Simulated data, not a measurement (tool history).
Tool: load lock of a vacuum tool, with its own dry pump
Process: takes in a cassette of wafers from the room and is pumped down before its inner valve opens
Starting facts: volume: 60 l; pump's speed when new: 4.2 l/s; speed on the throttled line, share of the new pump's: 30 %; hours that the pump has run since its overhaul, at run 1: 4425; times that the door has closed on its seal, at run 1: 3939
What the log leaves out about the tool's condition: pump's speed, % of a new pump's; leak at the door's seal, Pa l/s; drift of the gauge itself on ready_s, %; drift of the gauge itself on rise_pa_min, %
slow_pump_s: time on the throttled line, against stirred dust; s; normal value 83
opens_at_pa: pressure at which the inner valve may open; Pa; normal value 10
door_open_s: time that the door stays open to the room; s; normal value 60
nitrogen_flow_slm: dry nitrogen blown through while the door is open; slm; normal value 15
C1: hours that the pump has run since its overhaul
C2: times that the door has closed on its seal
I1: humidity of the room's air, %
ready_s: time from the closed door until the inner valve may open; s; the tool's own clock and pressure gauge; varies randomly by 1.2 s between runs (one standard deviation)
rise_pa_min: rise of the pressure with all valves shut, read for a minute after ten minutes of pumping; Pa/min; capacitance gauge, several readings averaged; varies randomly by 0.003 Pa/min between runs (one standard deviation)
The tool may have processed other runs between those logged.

Run 1, hour 0: usual settings; C1 4425; C2 3939; I1 44.3. Result: ready_s 203.1 s, rise_pa_min 0.074 Pa/min.
Run 2, hour 127.5: usual settings; C1 4552; C2 4266; I1 46.3. Result: ready_s 202.1 s, rise_pa_min 0.08 Pa/min.
Run 3, hour 291.7: usual settings; C1 4716; C2 4688; I1 44. Result: ready_s 204.4 s, rise_pa_min 0.084 Pa/min.
Run 4, hour 394.6: usual settings; C1 4819; C2 4952; I1 40.3. Result: ready_s 201.7 s, rise_pa_min 0.076 Pa/min.
Run 5, hour 553.3: usual settings; C1 4978; C2 5359; I1 43.7. Result: ready_s 204.7 s, rise_pa_min 0.086 Pa/min.
Run 6, hour 719.6: usual settings; C1 5144; C2 5786; I1 45.6. Result: ready_s 204.2 s, rise_pa_min 0.092 Pa/min.
Run 7, hour 862.9: usual settings but nitrogen_flow_slm 12 slm; C1 5288; C2 6154; I1 48.6. Result: ready_s 202.2 s, rise_pa_min 0.102 Pa/min.
Run 8, hour 1015.2: usual settings but door_open_s 187 s, nitrogen_flow_slm 12 slm; C1 5440; C2 6544; I1 45.3. Result: ready_s 205.3 s, rise_pa_min 0.155 Pa/min.
Run 9, hour 1177.7: usual settings; C1 5603; C2 6961; I1 42. Result: ready_s 207.8 s, rise_pa_min 0.095 Pa/min.
Run 10, hour 1338.2: usual settings but door_open_s 171 s; C1 5763; C2 7373; I1 44.9. Result: ready_s 208.2 s, rise_pa_min 0.149 Pa/min.
Run 11, hour 1540.9: usual settings but door_open_s 171 s; C1 5966; C2 7893; I1 41.6. Result: ready_s 209.7 s, rise_pa_min 0.147 Pa/min.
Run 12, hour 1685.1: usual settings; C1 6110; C2 8263; I1 45.4. Result: ready_s 209.8 s, rise_pa_min 0.115 Pa/min.
Run 13, hour 1860.2: usual settings; C1 6285; C2 8713; I1 43.3. Result: ready_s 208.9 s, rise_pa_min 0.121 Pa/min.
Run 14, hour 1967.8: usual settings; C1 6393; C2 8989; I1 48.9. Result: ready_s 210.9 s, rise_pa_min 0.125 Pa/min.
Run 15, hour 2097.6: usual settings; C1 6522; C2 9322; I1 44.7. Result: ready_s 209.2 s, rise_pa_min 0.129 Pa/min.
Run 16, hour 2289.5: usual settings; C1 6714; C2 9814; I1 48.2. Result: ready_s 206.8 s, rise_pa_min 0.142 Pa/min.
Run 17, hour 2387.8: usual settings but opens_at_pa 16 Pa; C1 6813; C2 10067; I1 47.6. Result: ready_s 201.2 s, rise_pa_min 0.136 Pa/min.
Run 18, hour 2534.4: usual settings but opens_at_pa 16 Pa; C1 6959; C2 10443; I1 43.8. Result: ready_s 200.4 s, rise_pa_min 0.139 Pa/min.
Run 19, hour 2622.1: usual settings but opens_at_pa 16 Pa; C1 7047; C2 10668; I1 45.6. Result: ready_s 203.3 s, rise_pa_min 0.137 Pa/min.
Run 20, hour 2797.4: usual settings but slow_pump_s 71 s; C1 7222; C2 11118; I1 46.2. Result: ready_s 203.3 s, rise_pa_min 0.147 Pa/min.
Run 21, hour 2957.7: usual settings but slow_pump_s 71 s, opens_at_pa 13 Pa, nitrogen_flow_slm 8 slm; C1 7383; C2 11529; I1 47.1. Result: ready_s 199.9 s, rise_pa_min 0.166 Pa/min.
Run 22, hour 3084.4: usual settings but slow_pump_s 133 s, opens_at_pa 7 Pa; C1 7509; C2 11854; I1 41.9. Result: ready_s 252.1 s, rise_pa_min 0.162 Pa/min.
Run 23, hour 3243.6: usual settings but slow_pump_s 133 s, opens_at_pa 7 Pa; C1 7668; C2 12263; I1 44.8. Result: ready_s 251.5 s, rise_pa_min 0.169 Pa/min.
Run 24, hour 3356.6: usual settings but slow_pump_s 64 s, opens_at_pa 7 Pa, door_open_s 92 s, nitrogen_flow_slm 39 slm; C1 7781; C2 12553; I1 44.5. Result: ready_s 208.9 s, rise_pa_min 0.165 Pa/min.
Run 25, hour 3522: usual settings but slow_pump_s 147 s, door_open_s 158 s, nitrogen_flow_slm 31 slm; C1 7947; C2 12977; I1 45. Result: ready_s 255 s, rise_pa_min 0.192 Pa/min.
Run 26, hour 3627.3: usual settings but slow_pump_s 128 s, opens_at_pa 14 Pa, door_open_s 44 s, nitrogen_flow_slm 14 slm; C1 8052; C2 13247; I1 45.1. Result: ready_s 238 s, rise_pa_min 0.17 Pa/min.
Run 27, hour 3786.7: usual settings but slow_pump_s 53 s, opens_at_pa 17 Pa, door_open_s 139 s, nitrogen_flow_slm 25 slm; C1 8212; C2 13656; I1 44.9. Result: ready_s 182.8 s, rise_pa_min 0.208 Pa/min.
Run 28, hour 3894.5: usual settings but slow_pump_s 53 s, opens_at_pa 17 Pa, door_open_s 139 s, nitrogen_flow_slm 25 slm; C1 8319; C2 13933; I1 44.2. Result: ready_s 186 s, rise_pa_min 0.214 Pa/min.
Run 29, hour 4070: usual settings but slow_pump_s 53 s, door_open_s 139 s, nitrogen_flow_slm 14 slm; C1 8495; C2 14383; I1 44.1. Result: ready_s 195.8 s, rise_pa_min 0.226 Pa/min.
Run 30, hour 4219.2: usual settings but slow_pump_s 89 s, opens_at_pa 17 Pa, door_open_s 62 s, nitrogen_flow_slm 13 slm; C1 8644; C2 14766; I1 47.1. Result: ready_s 210.4 s, rise_pa_min 0.211 Pa/min.
Run 31, hour 4316.6: usual settings but slow_pump_s 52 s, opens_at_pa 16 Pa, door_open_s 62 s, nitrogen_flow_slm 13 slm; C1 8741; C2 15016; I1 46.9. Result: ready_s 189.9 s, rise_pa_min 0.211 Pa/min.
Run 32, hour 4522.4: usual settings but slow_pump_s 52 s, opens_at_pa 16 Pa, door_open_s 62 s, nitrogen_flow_slm 13 slm; C1 8947; C2 15544; I1 44.7. Result: ready_s 189.9 s, rise_pa_min 0.223 Pa/min.
Run 33, hour 4726.2: usual settings but slow_pump_s 52 s, opens_at_pa 16 Pa, door_open_s 62 s, nitrogen_flow_slm 13 slm; C1 9151; C2 16067; I1 42.3. Result: ready_s 190.1 s, rise_pa_min 0.222 Pa/min.
Run 34, hour 4878.1: usual settings but slow_pump_s 52 s, opens_at_pa 19 Pa, door_open_s 96 s, nitrogen_flow_slm 23 slm; C1 9303; C2 16457; I1 47. Result: ready_s 187.1 s, rise_pa_min 0.246 Pa/min.
Run 35, hour 5029.4: usual settings but slow_pump_s 52 s, opens_at_pa 19 Pa, door_open_s 50 s, nitrogen_flow_slm 23 slm; C1 9454; C2 16845; I1 44.4. Result: ready_s 188.1 s, rise_pa_min 0.222 Pa/min.
At hour 5122.4: dry pump taken out, an overhauled one fitted.
Run 36, hour 5195: usual settings but slow_pump_s 67 s, door_open_s 143 s; C1 73; C2 17255; I1 46.8. Result: ready_s 181.4 s, rise_pa_min 0.286 Pa/min.
Run 37, hour 5384.1: usual settings but slow_pump_s 63 s, opens_at_pa 8 Pa, nitrogen_flow_slm 13 slm; C1 262; C2 17740; I1 47.4. Result: ready_s 180.7 s, rise_pa_min 0.248 Pa/min.

Hidden condition of the tool, last listed run before each entry between runs versus first listed run after:
Logged between run 35 and run 36: dry pump taken out, an overhauled one fitted (hour 5122.4)
  pump's speed, % of a new pump's: 79 -> 98.6; leak at the door's seal, Pa l/s: 0.1936 -> 0.2006
  what was measured, less what the result would be without the hidden state, ready_s: +28.9 -> +1.8 s; rise_pa_min: +0.191 -> +0.199 Pa/min
